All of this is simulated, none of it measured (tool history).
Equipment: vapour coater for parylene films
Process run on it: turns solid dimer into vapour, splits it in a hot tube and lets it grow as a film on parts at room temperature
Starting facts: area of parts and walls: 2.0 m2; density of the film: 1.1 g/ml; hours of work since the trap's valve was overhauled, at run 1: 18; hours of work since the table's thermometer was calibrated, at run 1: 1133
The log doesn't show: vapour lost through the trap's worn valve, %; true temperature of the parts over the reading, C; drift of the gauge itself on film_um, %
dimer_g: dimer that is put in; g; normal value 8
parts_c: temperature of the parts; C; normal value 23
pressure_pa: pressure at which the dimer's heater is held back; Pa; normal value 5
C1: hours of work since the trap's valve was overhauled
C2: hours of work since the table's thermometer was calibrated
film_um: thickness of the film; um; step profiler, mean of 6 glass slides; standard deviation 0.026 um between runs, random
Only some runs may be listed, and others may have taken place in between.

Run 1, hour 0: usual settings; C1 18; C2 1133. Result: film_um 1.96 um.
Run 2, hour 25.9: usual settings; C1 31; C2 1146. Result: film_um 1.99 um.
Run 3, hour 58.9: usual settings; C1 48; C2 1163. Result: film_um 2 um.
Run 4, hour 97.1: usual settings; C1 68; C2 1183. Result: film_um 1.98 um.
Run 5, hour 143.2: usual settings; C1 92; C2 1207. Result: film_um 1.94 um.
Run 6, hour 195.2: usual settings but pressure_pa 4.23 Pa; C1 119; C2 1233. Result: film_um 2 um.
Run 7, hour 242.7: usual settings but pressure_pa 4.23 Pa; C1 143; C2 1258. Result: film_um 2.02 um.
Run 8, hour 277.7: usual settings but pressure_pa 4.23 Pa; C1 161; C2 1276. Result: film_um 2.05 um.
Run 9, hour 305.6: usual settings but pressure_pa 4.23 Pa; C1 175; C2 1290. Result: film_um 1.99 um.
Run 10, hour 367.1: usual settings but dimer_g 7 g; C1 207; C2 1322. Result: film_um 1.67 um.
Run 11, hour 406.3: usual settings but dimer_g 6 g; C1 227; C2 1342. Result: film_um 1.43 um.
Run 12, hour 447.2: usual settings but dimer_g 6 g; C1 248; C2 1363. Result: film_um 1.42 um.
At hour 452.2: table's thermometer calibrated.
Run 13, hour 482.8: usual settings but parts_c 24 C; C1 266; C2 16. Result: film_um 1.84 um.
Run 14, hour 508.3: usual settings but parts_c 24 C; C1 279; C2 29. Result: film_um 1.8 um.
Run 15, hour 557.9: usual settings but parts_c 24 C; C1 305; C2 54. Result: film_um 1.77 um.
Run 16, hour 593.1: usual settings but dimer_g 12 g, parts_c 24 C; C1 323; C2 73. Result: film_um 2.67 um.
At hour 608: table's thermometer calibrated, once more.
Run 17, hour 628.2: usual settings; C1 341; C2 10. Result: film_um 1.74 um.
Run 18, hour 660.9: usual settings but dimer_g 10 g, pressure_pa 6.61 Pa; C1 357; C2 27. Result: film_um 2.07 um.
Run 19, hour 719: usual settings but dimer_g 4 g, parts_c 33 C, pressure_pa 3.34 Pa; C1 387; C2 57. Result: film_um 0.78 um.
At hour 727.5: trap's valve overhauled.
Run 20, hour 749: usual settings but dimer_g 6 g, parts_c 33 C, pressure_pa 3.34 Pa; C1 11; C2 71. Result: film_um 1.36 um.
Run 21, hour 809.6: usual settings but dimer_g 7 g, parts_c 22 C, pressure_pa 2.88 Pa; C1 42; C2 102. Result: film_um 2.01 um.
Run 22, hour 845.9: usual settings but dimer_g 7 g, parts_c 22 C, pressure_pa 2.88 Pa; C1 61; C2 120. Result: film_um 2.01 um.
Run 23, hour 897: usual settings but parts_c 21 C, pressure_pa 3.33 Pa; C1 87; C2 147. Result: film_um 2.21 um.
Run 24, hour 925.9: usual settings but pressure_pa 4.83 Pa; C1 102; C2 162. Result: film_um 1.98 um.
Run 25, hour 953.4: usual settings but pressure_pa 4.83 Pa; C1 116; C2 176. Result: film_um 1.98 um.
Run 26, hour 983.2: usual settings but parts_c 29 C, pressure_pa 4.75 Pa; C1 132; C2 191. Result: film_um 1.68 um.
Run 27, hour 1022.2: usual settings but dimer_g 3 g, pressure_pa 5.52 Pa; C1 152; C2 211. Result: film_um 0.68 um.
Run 28, hour 1071.9: usual settings but dimer_g 3 g, pressure_pa 5.52 Pa; C1 177; C2 237. Result: film_um 0.69 um.
Run 29, hour 1124.2: usual settings but dimer_g 7 g, parts_c 26 C, pressure_pa 10.91 Pa; C1 204; C2 264. Result: film_um 1.23 um.
Run 30, hour 1180.7: usual settings but dimer_g 7 g, parts_c 26 C, pressure_pa 10.91 Pa; C1 233; C2 293. Result: film_um 1.26 um.
Run 31, hour 1205.6: usual settings but dimer_g 7 g, parts_c 26 C, pressure_pa 10.91 Pa; C1 246; C2 306. Result: film_um 1.23 um.
Run 32, hour 1260: usual settings but dimer_g 7 g, parts_c 24 C, pressure_pa 2.24 Pa; C1 274; C2 334. Result: film_um 1.93 um.
Run 33, hour 1305.9: usual settings but dimer_g 7 g, parts_c 24 C, pressure_pa 2.24 Pa; C1 298; C2 357. Result: film_um 1.9 um.
Run 34, hour 1356.3: usual settings but parts_c 18 C; C1 324; C2 383. Result: film_um 1.97 um.

For each run, the measured value with the value that run would have given without the tool's hidden condition subtracted. The run-to-run variation is shared by both, the gauge scatter possibly not:
run  film_um
  1    -0.01
  2    -0.02
  3    -0.02
  4    -0.04
  5    -0.05
  6    -0.07
  7    -0.09
  8    -0.11
  9    -0.12
 10    -0.11
 11     -0.1
 12    -0.11
 13    -0.16
 14    -0.17
 15    -0.19
 16     -0.3
 17    -0.22
 18    -0.29
 19    -0.12
 20    -0.02
 21    -0.05
 22    -0.06
 23    -0.09
 24    -0.08
 25    -0.09
 26    -0.09
 27    -0.04
 28    -0.05
 29     -0.1
 30    -0.11
 31    -0.12
 32     -0.2
 33    -0.22
 34    -0.25

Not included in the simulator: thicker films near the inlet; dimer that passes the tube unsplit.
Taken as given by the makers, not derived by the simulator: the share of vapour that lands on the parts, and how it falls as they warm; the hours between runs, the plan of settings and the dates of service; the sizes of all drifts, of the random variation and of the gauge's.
